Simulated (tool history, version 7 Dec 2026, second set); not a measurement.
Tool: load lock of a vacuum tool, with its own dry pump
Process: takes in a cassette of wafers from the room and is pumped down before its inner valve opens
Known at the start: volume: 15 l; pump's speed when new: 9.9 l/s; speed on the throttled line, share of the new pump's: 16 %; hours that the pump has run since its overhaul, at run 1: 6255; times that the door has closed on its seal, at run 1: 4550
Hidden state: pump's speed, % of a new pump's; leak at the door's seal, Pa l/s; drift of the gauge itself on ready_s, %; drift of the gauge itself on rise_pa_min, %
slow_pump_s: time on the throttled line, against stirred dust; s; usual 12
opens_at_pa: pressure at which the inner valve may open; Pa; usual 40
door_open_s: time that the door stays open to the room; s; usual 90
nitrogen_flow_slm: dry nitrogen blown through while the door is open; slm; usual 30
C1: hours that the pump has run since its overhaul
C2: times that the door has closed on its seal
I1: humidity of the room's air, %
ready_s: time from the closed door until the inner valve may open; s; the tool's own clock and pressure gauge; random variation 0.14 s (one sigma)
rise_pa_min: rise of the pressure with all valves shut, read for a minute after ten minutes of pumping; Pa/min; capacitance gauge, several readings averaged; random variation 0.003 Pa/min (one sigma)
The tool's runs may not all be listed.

{"run": 1, "hour": 0.0, "slow_pump_s": 12, "opens_at_pa": 40, "door_open_s": 90, "nitrogen_flow_slm": 30, "C1": 6255, "C2": 4550, "I1": 46.6, "ready_s": 23, "rise_pa_min": 0.063}
{"run": 2, "hour": 236.1, "slow_pump_s": 12, "opens_at_pa": 40, "door_open_s": 90, "nitrogen_flow_slm": 30, "C1": 6491, "C2": 4893, "I1": 45.1, "ready_s": 22.7, "rise_pa_min": 0.066}
{"run": 3, "hour": 392.1, "slow_pump_s": 12, "opens_at_pa": 40, "door_open_s": 90, "nitrogen_flow_slm": 30, "C1": 6647, "C2": 5119, "I1": 43, "ready_s": 22.8, "rise_pa_min": 0.065}
{"run": 4, "hour": 558.3, "slow_pump_s": 12, "opens_at_pa": 40, "door_open_s": 204, "nitrogen_flow_slm": 30, "C1": 6813, "C2": 5360, "I1": 43.5, "ready_s": 22.7, "rise_pa_min": 0.079}
{"run": 5, "hour": 941.4, "slow_pump_s": 12, "opens_at_pa": 40, "door_open_s": 90, "nitrogen_flow_slm": 30, "C1": 7196, "C2": 5916, "I1": 43.6, "ready_s": 22.8, "rise_pa_min": 0.061}
{"run": 6, "hour": 1126.7, "slow_pump_s": 12, "opens_at_pa": 40, "door_open_s": 171, "nitrogen_flow_slm": 30, "C1": 7382, "C2": 6185, "I1": 46.5, "ready_s": 22.8, "rise_pa_min": 0.083}
{"run": 7, "hour": 1501.7, "slow_pump_s": 12, "opens_at_pa": 40, "door_open_s": 90, "nitrogen_flow_slm": 29, "C1": 7757, "C2": 6729, "I1": 43.9, "ready_s": 22.9, "rise_pa_min": 0.07}
{"run": 8, "hour": 1847.4, "slow_pump_s": 12, "opens_at_pa": 40, "door_open_s": 35, "nitrogen_flow_slm": 29, "C1": 8102, "C2": 7230, "I1": 44.5, "ready_s": 22.9, "rise_pa_min": 0.058}
{"run": 9, "hour": 2129.4, "slow_pump_s": 12, "opens_at_pa": 29, "door_open_s": 90, "nitrogen_flow_slm": 30, "C1": 8384, "C2": 7640, "I1": 45, "ready_s": 23.6, "rise_pa_min": 0.068}
{"run": 10, "hour": 2292.9, "slow_pump_s": 12, "opens_at_pa": 29, "door_open_s": 90, "nitrogen_flow_slm": 30, "C1": 8548, "C2": 7877, "I1": 46.6, "ready_s": 23.4, "rise_pa_min": 0.072}
{"run": 11, "hour": 2624.2, "slow_pump_s": 12, "opens_at_pa": 29, "door_open_s": 90, "nitrogen_flow_slm": 30, "C1": 8879, "C2": 8358, "I1": 42.4, "ready_s": 23.6, "rise_pa_min": 0.072}
{"run": 12, "hour": 2840.5, "slow_pump_s": 12, "opens_at_pa": 70, "door_open_s": 90, "nitrogen_flow_slm": 30, "C1": 9096, "C2": 8671, "I1": 46.5, "ready_s": 21.9, "rise_pa_min": 0.07}
{"run": 13, "hour": 3092.4, "slow_pump_s": 12, "opens_at_pa": 70, "door_open_s": 90, "nitrogen_flow_slm": 30, "C1": 9347, "C2": 9037, "I1": 45.4, "ready_s": 22.1, "rise_pa_min": 0.075}
{"run": 14, "hour": 3401.2, "slow_pump_s": 12, "opens_at_pa": 70, "door_open_s": 90, "nitrogen_flow_slm": 6, "C1": 9656, "C2": 9485, "I1": 44.7, "ready_s": 22.2, "rise_pa_min": 0.112}
{"run": 15, "hour": 3707.8, "slow_pump_s": 12, "opens_at_pa": 70, "door_open_s": 90, "nitrogen_flow_slm": 6, "C1": 9963, "C2": 9930, "I1": 45.1, "ready_s": 22.3, "rise_pa_min": 0.122}
{"run": 16, "hour": 4094.6, "slow_pump_s": 12, "opens_at_pa": 40, "door_open_s": 90, "nitrogen_flow_slm": 30, "C1": 10350, "C2": 10491, "I1": 47.1, "ready_s": 22.9, "rise_pa_min": 0.081}
{"run": 17, "hour": 4458.8, "slow_pump_s": 12, "opens_at_pa": 40, "door_open_s": 90, "nitrogen_flow_slm": 30, "C1": 10714, "C2": 11019, "I1": 48.5, "ready_s": 23.3, "rise_pa_min": 0.078}
{"run": 18, "hour": 4733.4, "slow_pump_s": 12, "opens_at_pa": 40, "door_open_s": 90, "nitrogen_flow_slm": 30, "C1": 10988, "C2": 11418, "I1": 45.9, "ready_s": 23.1, "rise_pa_min": 0.083}
{"run": 19, "hour": 5050.7, "slow_pump_s": 12, "opens_at_pa": 40, "door_open_s": 90, "nitrogen_flow_slm": 30, "C1": 11306, "C2": 11878, "I1": 42.1, "ready_s": 23.4, "rise_pa_min": 0.084}
{"run": 20, "hour": 5288.9, "slow_pump_s": 6, "opens_at_pa": 77, "door_open_s": 90, "nitrogen_flow_slm": 30, "C1": 11544, "C2": 12223, "I1": 44.8, "ready_s": 17.2, "rise_pa_min": 0.088}
{"run": 21, "hour": 5452.4, "slow_pump_s": 6, "opens_at_pa": 47, "door_open_s": 234, "nitrogen_flow_slm": 23, "C1": 11707, "C2": 12461, "I1": 43.2, "ready_s": 18.2, "rise_pa_min": 0.122}
{"run": 22, "hour": 5750.3, "slow_pump_s": 9, "opens_at_pa": 47, "door_open_s": 63, "nitrogen_flow_slm": 23, "C1": 12005, "C2": 12893, "I1": 46.5, "ready_s": 20.7, "rise_pa_min": 0.087}
{"run": 23, "hour": 6068.9, "slow_pump_s": 9, "opens_at_pa": 47, "door_open_s": 63, "nitrogen_flow_slm": 23, "C1": 12324, "C2": 13355, "I1": 44.6, "ready_s": 20.6, "rise_pa_min": 0.096}
{"run": 24, "hour": 6457.3, "slow_pump_s": 22, "opens_at_pa": 72, "door_open_s": 90, "nitrogen_flow_slm": 5, "C1": 12712, "C2": 13919, "I1": 45.6, "ready_s": 30.4, "rise_pa_min": 0.14}
{"run": 25, "hour": 6773.2, "slow_pump_s": 6, "opens_at_pa": 40, "door_open_s": 29, "nitrogen_flow_slm": 30, "C1": 13028, "C2": 14377, "I1": 43.9, "ready_s": 18.6, "rise_pa_min": 0.084}
{"run": 26, "hour": 7109.5, "slow_pump_s": 22, "opens_at_pa": 72, "door_open_s": 149, "nitrogen_flow_slm": 35, "C1": 13364, "C2": 14865, "I1": 44.8, "ready_s": 30.4, "rise_pa_min": 0.1}
{"run": 27, "hour": 7397.8, "slow_pump_s": 12, "opens_at_pa": 39, "door_open_s": 40, "nitrogen_flow_slm": 15, "C1": 13653, "C2": 15283, "I1": 47.8, "ready_s": 23.6, "rise_pa_min": 0.106}
{"run": 28, "hour": 7768.0, "slow_pump_s": 12, "opens_at_pa": 40, "door_open_s": 77, "nitrogen_flow_slm": 38, "C1": 14023, "C2": 15820, "I1": 47.3, "ready_s": 23.6, "rise_pa_min": 0.096}
{"run": 29, "hour": 8075.5, "slow_pump_s": 12, "opens_at_pa": 40, "door_open_s": 77, "nitrogen_flow_slm": 38, "C1": 14331, "C2": 16267, "I1": 44, "ready_s": 23.5, "rise_pa_min": 0.092}
{"run": 30, "hour": 8239.5, "slow_pump_s": 12, "opens_at_pa": 40, "door_open_s": 77, "nitrogen_flow_slm": 38, "C1": 14495, "C2": 16504, "I1": 48.5, "ready_s": 23.7, "rise_pa_min": 0.102}
{"run": 31, "hour": 8586.6, "slow_pump_s": 12, "opens_at_pa": 40, "door_open_s": 129, "nitrogen_flow_slm": 30, "C1": 14842, "C2": 17008, "I1": 44.3, "ready_s": 23.8, "rise_pa_min": 0.12}
{"run": 32, "hour": 8963.9, "slow_pump_s": 12, "opens_at_pa": 44, "door_open_s": 28, "nitrogen_flow_slm": 30, "C1": 15219, "C2": 17555, "I1": 44.4, "ready_s": 23.7, "rise_pa_min": 0.095}
{"run": 33, "hour": 9324.4, "slow_pump_s": 12, "opens_at_pa": 44, "door_open_s": 28, "nitrogen_flow_slm": 30, "C1": 15579, "C2": 18078, "I1": 44.3, "ready_s": 23.8, "rise_pa_min": 0.111}
{"run": 34, "hour": 9672.5, "slow_pump_s": 12, "opens_at_pa": 44, "door_open_s": 28, "nitrogen_flow_slm": 30, "C1": 15928, "C2": 18583, "I1": 48.5, "ready_s": 23.9, "rise_pa_min": 0.1}
{"run": 35, "hour": 9874.4, "slow_pump_s": 12, "opens_at_pa": 34, "door_open_s": 28, "nitrogen_flow_slm": 30, "C1": 16129, "C2": 18876, "I1": 50.2, "ready_s": 24.2, "rise_pa_min": 0.109}
{"run": 36, "hour": 10164.7, "slow_pump_s": 12, "opens_at_pa": 34, "door_open_s": 28, "nitrogen_flow_slm": 30, "C1": 16420, "C2": 19298, "I1": 42.4, "ready_s": 24.4, "rise_pa_min": 0.107}
{"run": 37, "hour": 10357.4, "slow_pump_s": 12, "opens_at_pa": 34, "door_open_s": 28, "nitrogen_flow_slm": 30, "C1": 16612, "C2": 19577, "I1": 46.1, "ready_s": 24.5, "rise_pa_min": 0.108}

Forecast each of these 4 alternatives for the next run:
{"run": "A", "hour": 10640.2, "slow_pump_s": 12, "opens_at_pa": 34, "door_open_s": 40, "nitrogen_flow_slm": 30, "C1": 16895, "C2": 19988, "I1": 43.2, "ready_s": "?", "rise_pa_min": "?"}
{"run": "B", "hour": 10640.2, "slow_pump_s": 12, "opens_at_pa": 30, "door_open_s": 182, "nitrogen_flow_slm": 9, "C1": 16895, "C2": 19988, "I1": 42.3, "ready_s": "?", "rise_pa_min": "?"}
{"run": "C", "hour": 10640.2, "slow_pump_s": 11, "opens_at_pa": 39, "door_open_s": 106, "nitrogen_flow_slm": 30, "C1": 16895, "C2": 19988, "I1": 45.9, "ready_s": "?", "rise_pa_min": "?"}
{"run": "D", "hour": 10640.2, "slow_pump_s": 21, "opens_at_pa": 37, "door_open_s": 209, "nitrogen_flow_slm": 30, "C1": 16895, "C2": 19988, "I1": 46, "ready_s": "?", "rise_pa_min": "?"}

run=A ready_s=24.5 rise_pa_min=0.116
run=B ready_s=24.6 rise_pa_min=0.18
run=C ready_s=23.3 rise_pa_min=0.127
run=D ready_s=31.6 rise_pa_min=0.139
Without the tool's hidden state the same runs would have given:
run=A ready_s=22.2 rise_pa_min=0.038
run=B ready_s=22.2 rise_pa_min=0.105
run=C ready_s=21 rise_pa_min=0.052
run=D ready_s=29.7 rise_pa_min=0.063
